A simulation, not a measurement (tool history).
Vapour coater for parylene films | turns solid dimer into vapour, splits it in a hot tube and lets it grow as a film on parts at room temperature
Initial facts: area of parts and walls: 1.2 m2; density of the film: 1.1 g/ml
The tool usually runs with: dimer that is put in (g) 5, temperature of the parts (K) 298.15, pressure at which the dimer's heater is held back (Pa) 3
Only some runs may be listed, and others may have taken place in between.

| run | hour | dimer that is put in (g) | temperature of the parts (K) | pressure at which the dimer's heater is held back (Pa) | thickness of the film (um) |
|---|---|---|---|---|---|
| 1 | 0 | 5 | 298.15 | 3 | 1.92 |
| 2 | 13.2 | 5 | 298.15 | 3 | 1.94 |
| 3 | 22.8 | 5 | 298.15 | 3 | 1.92 |
| 4 | 30.4 | 5 | 298.15 | 3 | 1.89 |
| 5 | 44.2 | 5 | 298.15 | 3 | 1.92 |
| 6 | 57.7 | 8 | 298.15 | 3 | 3.07 |
| 7 | 72.3 | 8 | 305.15 | 3 | 2.71 |
| 8 | 81.2 | 8 | 305.15 | 3 | 2.67 |
| 9 | 91.4 | 8 | 304.15 | 3 | 2.73 |
|  | 93.4 | table's thermometer calibrated |
| 10 | 100.3 | 8 | 304.15 | 3 | 2.72 |
| 11 | 111.3 | 8 | 304.15 | 3 | 2.7 |
|  | 119.1 | table's thermometer calibrated, once more |
| 12 | 129.1 | 8 | 304.15 | 3 | 2.74 |
| 13 | 135.9 | 8 | 304.15 | 3 | 2.75 |
| 14 | 146 | 5 | 298.15 | 3 | 1.92 |
| 15 | 156.1 | 5 | 298.15 | 3 | 1.94 |
| 16 | 166.7 | 5 | 298.15 | 3 | 1.88 |
| 17 | 182.2 | 5 | 298.15 | 3 | 1.92 |
| 18 | 192.5 | 5 | 298.15 | 3 | 1.89 |
| 19 | 208 | 5 | 298.15 | 3 | 1.9 |
| 20 | 215.4 | 5 | 298.15 | 3 | 1.89 |
| 21 | 222.8 | 4 | 308.15 | 3.03 | 1.26 |
| 22 | 232.7 | 4 | 308.15 | 3.03 | 1.27 |
| 23 | 243.4 | 6 | 298.15 | 3 | 2.3 |
| 24 | 257.4 | 3 | 290.15 | 6.21 | 1.14 |
| 25 | 271.2 | 3 | 290.15 | 7.31 | 1.1 |
| 26 | 282.7 | 6 | 302.15 | 2.49 | 2.21 |
| 27 | 296.2 | 6 | 306.15 | 2.49 | 2.06 |
| 28 | 309.6 | 3 | 307.15 | 3 | 0.95 |
| 29 | 317.9 | 3 | 307.15 | 3 | 0.96 |
| 30 | 326.8 | 5 | 298.15 | 2.03 | 2.1 |
| 31 | 338.1 | 5 | 301.15 | 4.35 | 1.64 |
| 32 | 351.5 | 5 | 301.15 | 4.35 | 1.66 |
| 33 | 364.3 | 4 | 296.15 | 8.79 | 1.23 |
| 34 | 371.6 | 5 | 298.15 | 3.74 | 1.8 |
| 35 | 386.6 | 5 | 303.15 | 3.7 | 1.63 |

Each row is a separate what-if for the run after 35, all from the same tool condition, not one after another. Results?
| A | 400.7 | 7 | 291.15 | 5.73 | ? |
| B | 400.7 | 3 | 298.15 | 3 | ? |
| C | 400.7 | 9 | 290.15 | 3.7 | ? |
| D | 400.7 | 5 | 303.15 | 6.29 | ? |

| run | thickness of the film (um) |
|---|---|
| A | 2.62 |
| B | 1.15 |
| C | 3.74 |
| D | 1.47 |
With no hidden state in the tool, these same runs would have given:
| run | thickness of the film (um) |
|---|---|
| A | 2.69 |
| B | 1.18 |
| C | 3.84 |
| D | 1.5 |
